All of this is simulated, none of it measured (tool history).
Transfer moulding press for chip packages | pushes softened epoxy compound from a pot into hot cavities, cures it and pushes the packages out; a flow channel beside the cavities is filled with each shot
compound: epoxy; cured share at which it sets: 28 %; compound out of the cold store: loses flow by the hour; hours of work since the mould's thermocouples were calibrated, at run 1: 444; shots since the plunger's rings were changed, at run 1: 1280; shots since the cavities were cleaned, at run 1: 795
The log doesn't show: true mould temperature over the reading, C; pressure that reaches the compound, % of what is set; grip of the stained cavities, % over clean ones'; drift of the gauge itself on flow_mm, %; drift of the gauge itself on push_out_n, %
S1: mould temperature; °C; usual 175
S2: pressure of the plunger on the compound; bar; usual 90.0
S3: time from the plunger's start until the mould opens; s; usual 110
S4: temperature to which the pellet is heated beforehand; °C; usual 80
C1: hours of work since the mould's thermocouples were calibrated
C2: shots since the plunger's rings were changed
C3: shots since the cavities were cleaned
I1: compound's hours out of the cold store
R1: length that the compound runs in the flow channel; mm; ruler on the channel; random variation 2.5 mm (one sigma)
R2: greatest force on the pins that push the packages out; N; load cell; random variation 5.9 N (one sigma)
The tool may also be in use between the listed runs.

{"run": 1, "hour": 0.0, "S1": 175, "S2": 90.0, "S3": 110, "S4": 80, "C1": 444, "C2": 1280, "C3": 795, "I1": 16.3, "R1": 860, "R2": 217}
{"hour": 24.7, "done": "cavities cleaned with cleaning compound and waxed"}
{"run": 2, "hour": 32.3, "S1": 175, "S2": 90.0, "S3": 110, "S4": 80, "C1": 459, "C2": 1555, "C3": 68, "I1": 43.0, "R1": 756, "R2": 206}
{"run": 3, "hour": 64.8, "S1": 175, "S2": 90.0, "S3": 110, "S4": 80, "C1": 475, "C2": 1843, "C3": 356, "I1": 32.4, "R1": 795, "R2": 211}
{"run": 4, "hour": 118.3, "S1": 175, "S2": 90.0, "S3": 110, "S4": 80, "C1": 501, "C2": 2319, "C3": 832, "I1": 36.1, "R1": 778, "R2": 224}
{"hour": 136.4, "done": "cavities cleaned with cleaning compound and waxed"}
{"run": 5, "hour": 159.1, "S1": 179, "S2": 90.0, "S3": 110, "S4": 80, "C1": 520, "C2": 2668, "C3": 201, "I1": 37.4, "R1": 764, "R2": 177}
{"run": 6, "hour": 226.4, "S1": 183, "S2": 90.0, "S3": 110, "S4": 80, "C1": 553, "C2": 3267, "C3": 800, "I1": 42.3, "R1": 737, "R2": 164}
{"hour": 248.4, "done": "cavities cleaned with cleaning compound and waxed"}
{"hour": 258.0, "done": "plunger's sealing rings changed"}
{"run": 7, "hour": 296.9, "S1": 183, "S2": 90.0, "S3": 110, "S4": 80, "C1": 585, "C2": 346, "C3": 409, "I1": 46.6, "R1": 718, "R2": 164}
{"hour": 362.9, "done": "cavities cleaned with cleaning compound and waxed"}
{"run": 8, "hour": 362.9, "S1": 183, "S2": 90.0, "S3": 110, "S4": 82, "C1": 617, "C2": 919, "C3": 0, "I1": 29.0, "R1": 779, "R2": 160}
{"run": 9, "hour": 404.0, "S1": 183, "S2": 90.0, "S3": 110, "S4": 82, "C1": 637, "C2": 1285, "C3": 366, "I1": 31.8, "R1": 771, "R2": 163}
{"run": 10, "hour": 463.9, "S1": 183, "S2": 90.0, "S3": 110, "S4": 82, "C1": 666, "C2": 1818, "C3": 899, "I1": 24.1, "R1": 800, "R2": 169}
{"hour": 475.9, "done": "cavities cleaned with cleaning compound and waxed"}
{"run": 11, "hour": 522.0, "S1": 183, "S2": 90.0, "S3": 110, "S4": 82, "C1": 694, "C2": 2321, "C3": 410, "I1": 34.2, "R1": 763, "R2": 166}
{"hour": 541.5, "done": "mould's thermocouples calibrated"}
{"run": 12, "hour": 581.9, "S1": 183, "S2": 90.0, "S3": 110, "S4": 82, "C1": 20, "C2": 2836, "C3": 925, "I1": 11.8, "R1": 855, "R2": 162}
{"hour": 592.8, "done": "cavities cleaned with cleaning compound and waxed"}
{"run": 13, "hour": 626.4, "S1": 175, "S2": 101.1, "S3": 110, "S4": 80, "C1": 41, "C2": 3218, "C3": 299, "I1": 30.2, "R1": 853, "R2": 217}
{"hour": 663.3, "done": "plunger's sealing rings changed"}
{"run": 14, "hour": 687.3, "S1": 175, "S2": 101.1, "S3": 110, "S4": 80, "C1": 69, "C2": 213, "C3": 818, "I1": 25.7, "R1": 870, "R2": 213}
{"hour": 711.7, "done": "cavities cleaned with cleaning compound and waxed"}
{"run": 15, "hour": 739.4, "S1": 175, "S2": 101.1, "S3": 110, "S4": 80, "C1": 94, "C2": 663, "C3": 247, "I1": 34.2, "R1": 837, "R2": 220}
{"run": 16, "hour": 776.0, "S1": 178, "S2": 101.1, "S3": 95, "S4": 80, "C1": 112, "C2": 988, "C3": 572, "I1": 38.0, "R1": 806, "R2": 237}
{"run": 17, "hour": 819.2, "S1": 178, "S2": 101.1, "S3": 95, "S4": 80, "C1": 133, "C2": 1373, "C3": 957, "I1": 14.3, "R1": 905, "R2": 253}
{"hour": 826.3, "done": "cavities cleaned with cleaning compound and waxed"}
{"run": 18, "hour": 849.1, "S1": 176, "S2": 90.0, "S3": 141, "S4": 80, "C1": 147, "C2": 1625, "C3": 202, "I1": 39.4, "R1": 765, "R2": 170}
{"run": 19, "hour": 881.2, "S1": 176, "S2": 90.0, "S3": 141, "S4": 80, "C1": 163, "C2": 1910, "C3": 487, "I1": 29.0, "R1": 805, "R2": 160}
{"run": 20, "hour": 910.2, "S1": 174, "S2": 90.0, "S3": 123, "S4": 80, "C1": 177, "C2": 2168, "C3": 745, "I1": 18.9, "R1": 853, "R2": 212}
{"hour": 942.3, "done": "cavities cleaned with cleaning compound and waxed"}
{"run": 21, "hour": 970.6, "S1": 177, "S2": 79.0, "S3": 110, "S4": 85, "C1": 206, "C2": 2692, "C3": 252, "I1": 19.2, "R1": 785, "R2": 208}
{"run": 22, "hour": 1006.1, "S1": 177, "S2": 79.0, "S3": 110, "S4": 85, "C1": 223, "C2": 3008, "C3": 568, "I1": 20.8, "R1": 783, "R2": 203}
{"hour": 1053.3, "done": "cavities cleaned with cleaning compound and waxed"}
{"run": 23, "hour": 1058.8, "S1": 177, "S2": 79.0, "S3": 148, "S4": 87, "C1": 248, "C2": 3463, "C3": 49, "I1": 35.4, "R1": 725, "R2": 162}
{"hour": 1065.0, "done": "plunger's sealing rings changed"}
{"run": 24, "hour": 1100.2, "S1": 176, "S2": 79.0, "S3": 148, "S4": 87, "C1": 267, "C2": 314, "C3": 395, "I1": 21.8, "R1": 778, "R2": 153}
{"run": 25, "hour": 1141.9, "S1": 176, "S2": 79.0, "S3": 148, "S4": 80, "C1": 287, "C2": 685, "C3": 766, "I1": 20.2, "R1": 791, "R2": 167}
{"hour": 1168.0, "done": "cavities cleaned with cleaning compound and waxed"}
{"run": 26, "hour": 1181.1, "S1": 176, "S2": 79.0, "S3": 148, "S4": 80, "C1": 306, "C2": 1020, "C3": 117, "I1": 28.0, "R1": 758, "R2": 150}
{"run": 27, "hour": 1216.1, "S1": 174, "S2": 79.0, "S3": 107, "S4": 87, "C1": 323, "C2": 1331, "C3": 428, "I1": 37.7, "R1": 727, "R2": 248}

3 ways to go on from here, each from the tool as it stands after run 27. What would each give?
{"hour": 1280.7, "done": "cavities cleaned with cleaning compound and waxed"}
{"run": "A", "hour": 1283.6, "S1": 174, "S2": 90.0, "S3": 110, "S4": 80, "C1": 355, "C2": 1917, "C3": 25, "I1": 30.0, "R1": "?", "R2": "?"}
{"hour": 1280.7, "done": "cavities cleaned with cleaning compound and waxed"}
{"run": "B", "hour": 1283.6, "S1": 174, "S2": 103.6, "S3": 130, "S4": 87, "C1": 355, "C2": 1917, "C3": 25, "I1": 26.0, "R1": "?", "R2": "?"}
{"hour": 1280.7, "done": "cavities cleaned with cleaning compound and waxed"}
{"run": "C", "hour": 1283.6, "S1": 169, "S2": 90.0, "S3": 133, "S4": 73, "C1": 355, "C2": 1917, "C3": 25, "I1": 39.6, "R1": "?", "R2": "?"}

run=A R1=803 R2=233
run=B R1=881 R2=186
run=C R1=789 R2=218
Without the tool's hidden state the same runs would have given:
run=A R1=803 R2=233
run=B R1=881 R2=186
run=C R1=789 R2=217
